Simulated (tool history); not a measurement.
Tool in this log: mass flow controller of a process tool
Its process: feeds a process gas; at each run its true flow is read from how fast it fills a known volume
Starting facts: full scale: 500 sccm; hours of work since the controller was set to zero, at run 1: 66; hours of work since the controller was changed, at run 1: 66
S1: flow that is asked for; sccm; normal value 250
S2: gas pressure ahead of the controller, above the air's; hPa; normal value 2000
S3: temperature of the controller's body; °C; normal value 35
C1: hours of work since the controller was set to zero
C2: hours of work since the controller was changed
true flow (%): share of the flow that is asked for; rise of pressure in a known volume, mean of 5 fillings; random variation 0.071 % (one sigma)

run 1 hour=0 | S1=250 S2=2000 S3=35 | C1=66 C2=66 | true_flow_(%)=99.39
run 2 hour=280.4 | S1=250 S2=2000 S3=22 | C1=274 C2=274 | true_flow_(%)=98.44
run 3 hour=557.8 | S1=250 S2=2000 S3=22 | C1=479 C2=479 | true_flow_(%)=98.29
run 4 hour=864.8 | S1=409 S2=2000 S3=35 | C1=706 C2=706 | true_flow_(%)=99.79
run 5 hour=1044.5 | S1=409 S2=2000 S3=35 | C1=839 C2=839 | true_flow_(%)=99.74
run 6 hour=1209.8 | S1=250 S2=2000 S3=35 | C1=962 C2=962 | true_flow_(%)=98.96
run 7 hour=1386.9 | S1=250 S2=2000 S3=35 | C1=1093 C2=1093 | true_flow_(%)=98.69
run 8 hour=1675.6 | S1=250 S2=2000 S3=35 | C1=1306 C2=1306 | true_flow_(%)=98.63
run 9 hour=1967.7 | S1=250 S2=2000 S3=35 | C1=1523 C2=1523 | true_flow_(%)=98.44
run 10 hour=2236.8 | S1=250 S2=2000 S3=24 | C1=1722 C2=1722 | true_flow_(%)=97.6
run 11 hour=2551.8 | S1=68 S2=2000 S3=35 | C1=1955 C2=1955 | true_flow_(%)=96.13
run 12 hour=2847.6 | S1=250 S2=1690 S3=35 | C1=2174 C2=2174 | true_flow_(%)=98.08
run 13 hour=3061.8 | S1=89 S2=2000 S3=35 | C1=2332 C2=2332 | true_flow_(%)=96.33
run 14 hour=3345.5 | S1=89 S2=2000 S3=35 | C1=2542 C2=2542 | true_flow_(%)=95.95
run 15 hour=3591.8 | S1=89 S2=2000 S3=35 | C1=2725 C2=2725 | true_flow_(%)=95.82
run 16 hour=3816.5 | S1=250 S2=2000 S3=29 | C1=2891 C2=2891 | true_flow_(%)=97.21
run 17 hour=4068.3 | S1=250 S2=2000 S3=35 | C1=3077 C2=3077 | true_flow_(%)=97.49
run 18 hour=4390.4 | S1=250 S2=2000 S3=35 | C1=3316 C2=3316 | true_flow_(%)=97.43
run 19 hour=4630.5 | S1=250 S2=2000 S3=35 | C1=3493 C2=3493 | true_flow_(%)=97.39
run 20 hour=4890.7 | S1=250 S2=2000 S3=34 | C1=3686 C2=3686 | true_flow_(%)=97.07
run 21 hour=5103.9 | S1=250 S2=2000 S3=34 | C1=3844 C2=3844 | true_flow_(%)=97.15
run 22 hour=5365.6 | S1=250 S2=2000 S3=35 | C1=4037 C2=4037 | true_flow_(%)=97.02
run 23 hour=5619.6 | S1=250 S2=2000 S3=35 | C1=4225 C2=4225 | true_flow_(%)=96.91
run 24 hour=5849.1 | S1=250 S2=2000 S3=35 | C1=4395 C2=4395 | true_flow_(%)=96.74
run 25 hour=6007 | S1=76 S2=1950 S3=27 | C1=4512 C2=4512 | true_flow_(%)=92.81
run 26 hour=6146.8 | S1=76 S2=1950 S3=27 | C1=4615 C2=4615 | true_flow_(%)=92.74
-- hour=6192.8 controller's zero set anew
run 27 hour=6321.7 | S1=270 S2=2400 S3=38 | C1=95 C2=4745 | true_flow_(%)=97.7
run 28 hour=6557.8 | S1=120 S2=1450 S3=28 | C1=270 C2=4919 | true_flow_(%)=96.32
run 29 hour=6715.2 | S1=172 S2=2000 S3=28 | C1=387 C2=5036 | true_flow_(%)=96.48
run 30 hour=7040.8 | S1=149 S2=2270 S3=29 | C1=628 C2=5277 | true_flow_(%)=96.07
run 31 hour=7248.3 | S1=149 S2=2270 S3=29 | C1=781 C2=5430 | true_flow_(%)=95.97
run 32 hour=7537.9 | S1=149 S2=2270 S3=29 | C1=995 C2=5645 | true_flow_(%)=95.89
run 33 hour=7772.7 | S1=78 S2=1400 S3=38 | C1=1169 C2=5818 | true_flow_(%)=95.89
run 34 hour=7946.4 | S1=78 S2=1400 S3=38 | C1=1298 C2=5947 | true_flow_(%)=95.61
run 35 hour=8231.2 | S1=52 S2=2590 S3=38 | C1=1509 C2=6158 | true_flow_(%)=94.42
run 36 hour=8463.2 | S1=464 S2=2110 S3=35 | C1=1680 C2=6330 | true_flow_(%)=97.66
run 37 hour=8755.9 | S1=176 S2=2000 S3=33 | C1=1897 C2=6546 | true_flow_(%)=95.79
run 38 hour=9063.1 | S1=176 S2=2000 S3=33 | C1=2124 C2=6773 | true_flow_(%)=95.63
run 39 hour=9196.8 | S1=126 S2=2000 S3=23 | C1=2223 C2=6872 | true_flow_(%)=94.35
run 40 hour=9520.9 | S1=126 S2=2000 S3=23 | C1=2463 C2=7112 | true_flow_(%)=94.13
run 41 hour=9686.1 | S1=83 S2=2720 S3=23 | C1=2585 C2=7235 | true_flow_(%)=92.93
run 42 hour=9985.9 | S1=173 S2=2150 S3=21 | C1=2807 C2=7456 | true_flow_(%)=94.3
run 43 hour=10194.2 | S1=173 S2=2450 S3=21 | C1=2961 C2=7611 | true_flow_(%)=94.06
run 44 hour=10428.7 | S1=243 S2=2000 S3=30 | C1=3135 C2=7784 | true_flow_(%)=95.22
run 45 hour=10747.4 | S1=76 S2=2000 S3=35 | C1=3371 C2=8020 | true_flow_(%)=93.05
run 46 hour=10969.4 | S1=76 S2=2000 S3=35 | C1=3535 C2=8184 | true_flow_(%)=92.76
run 47 hour=11289.3 | S1=76 S2=2000 S3=35 | C1=3772 C2=8421 | true_flow_(%)=92.51
run 48 hour=11591.9 | S1=248 S2=1800 S3=33 | C1=3996 C2=8645 | true_flow_(%)=95.1

Here are 4 independent what-if runs from the current tool condition. What would each one return?
run A hour=11786 | S1=250 S2=2230 S3=38 | C1=4140 C2=8789 | true_flow_(%)=?
run B hour=11786 | S1=76 S2=1640 S3=35 | C1=4140 C2=8789 | true_flow_(%)=?
run C hour=11786 | S1=250 S2=2000 S3=22 | C1=4140 C2=8789 | true_flow_(%)=?
run D hour=11786 | S1=460 S2=1800 S3=33 | C1=4140 C2=8789 | true_flow_(%)=?

run=A true_flow_(%)=95.18
run=B true_flow_(%)=92.16
run=C true_flow_(%)=94.04
run=D true_flow_(%)=96.37
With no hidden state in the tool, these same runs would have given:
run=A true_flow_(%)=99.61
run=B true_flow_(%)=98.75
run=C true_flow_(%)=98.47
run=D true_flow_(%)=100.37
